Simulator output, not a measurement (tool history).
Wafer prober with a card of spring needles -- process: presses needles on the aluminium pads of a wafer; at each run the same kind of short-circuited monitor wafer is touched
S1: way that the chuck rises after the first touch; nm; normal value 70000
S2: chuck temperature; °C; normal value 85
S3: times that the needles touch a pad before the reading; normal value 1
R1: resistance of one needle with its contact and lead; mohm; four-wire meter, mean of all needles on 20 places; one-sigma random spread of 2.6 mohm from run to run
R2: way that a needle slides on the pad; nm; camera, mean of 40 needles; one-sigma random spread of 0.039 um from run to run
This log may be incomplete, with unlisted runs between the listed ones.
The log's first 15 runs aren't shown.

Run 16, day 5.421: usual settings. Result: R1 298 mohm, R2 19710 nm.
At day 5.525: tips cleaned on abrasive film.
Run 17, day 5.775: usual settings but S1 83000 nm, S3 2. Result: R1 294 mohm, R2 23390 nm.
At day 5.904: tips cleaned on abrasive film.
Run 18, day 6.267: usual settings but S1 62000 nm, S2 102 °C, S3 2. Result: R1 304 mohm, R2 17430 nm.
At day 6.304: tips cleaned on abrasive film.
Run 19, day 6.496: usual settings but S1 88000 nm. Result: R1 297 mohm, R2 24730 nm.
At day 6.692: tips cleaned on abrasive film.
Run 20, day 6.846: usual settings but S1 88000 nm. Result: R1 299 mohm, R2 24850 nm.
At day 7.092: tips cleaned on abrasive film.
Run 21, day 7.283: usual settings but S2 91 °C. Result: R1 304 mohm, R2 19760 nm.
At day 7.488: tips cleaned on abrasive film.
Run 22, day 7.692: usual settings but S1 62000 nm, S2 35 °C. Result: R1 287 mohm, R2 17480 nm.
At day 7.904: tips cleaned on abrasive film.
Run 23, day 8.154: usual settings but S2 34 °C, S3 3. Result: R1 283 mohm, R2 19700 nm.
At day 8.308: tips cleaned on abrasive film.
Run 24, day 8.388: usual settings but S2 34 °C, S3 3. Result: R1 285 mohm, R2 19780 nm.
At day 8.692: tips cleaned on abrasive film.
Run 25, day 8.862: usual settings but S1 55000 nm, S2 58 °C, S3 2. Result: R1 298 mohm, R2 15580 nm.
At day 9.079: tips cleaned on abrasive film.
Run 26, day 9.142: usual settings but S1 55000 nm, S2 58 °C, S3 2. Result: R1 297 mohm, R2 15590 nm.
At day 9.462: tips cleaned on abrasive film.
At day 9.679: height of the first contact set anew.
Run 27, day 9.683: usual settings but S1 79000 nm, S2 105 °C. Result: R1 304 mohm, R2 22360 nm.
At day 9.862: tips cleaned on abrasive film.
Run 28, day 10.112: usual settings but S1 54000 nm, S2 38 °C. Result: R1 294 mohm, R2 15260 nm.
At day 10.262: tips cleaned on abrasive film.
Run 29, day 10.342: usual settings but S1 76000 nm, S2 38 °C. Result: R1 284 mohm, R2 21540 nm.
Run 30, day 10.604: usual settings but S1 58000 nm, S2 64 °C. Result: R1 299 mohm, R2 16460 nm.
At day 10.679: tips cleaned on abrasive film.
At day 11.096: tips cleaned on abrasive film.
Run 31, day 11.158: usual settings but S1 58000 nm, S2 79 °C. Result: R1 305 mohm, R2 16500 nm.
Run 32, day 11.379: usual settings but S1 58000 nm, S2 79 °C. Result: R1 303 mohm, R2 16460 nm.

Predict each of these 3 candidate next runs independently; none follows another, all start after run 32:
At day 11.492: tips cleaned on abrasive film.
Run A, day 11.796: usual settings but S2 55 °C. Result: R1 ?, R2 ?.
At day 11.492: tips cleaned on abrasive film.
Run B, day 11.796: usual settings. Result: R1 ?, R2 ?.
At day 11.492: tips cleaned on abrasive film.
Run C, day 11.796: usual settings but S1 58000 nm, S2 79 °C, S3 2. Result: R1 ?, R2 ?.

run   R1     R2
  A  291  19910
  B  304  19880
  C  301  16460
With no hidden state in the tool, these same runs would have given:
run   R1     R2
  A  291  19540
  B  303  19500
  C  301  16150
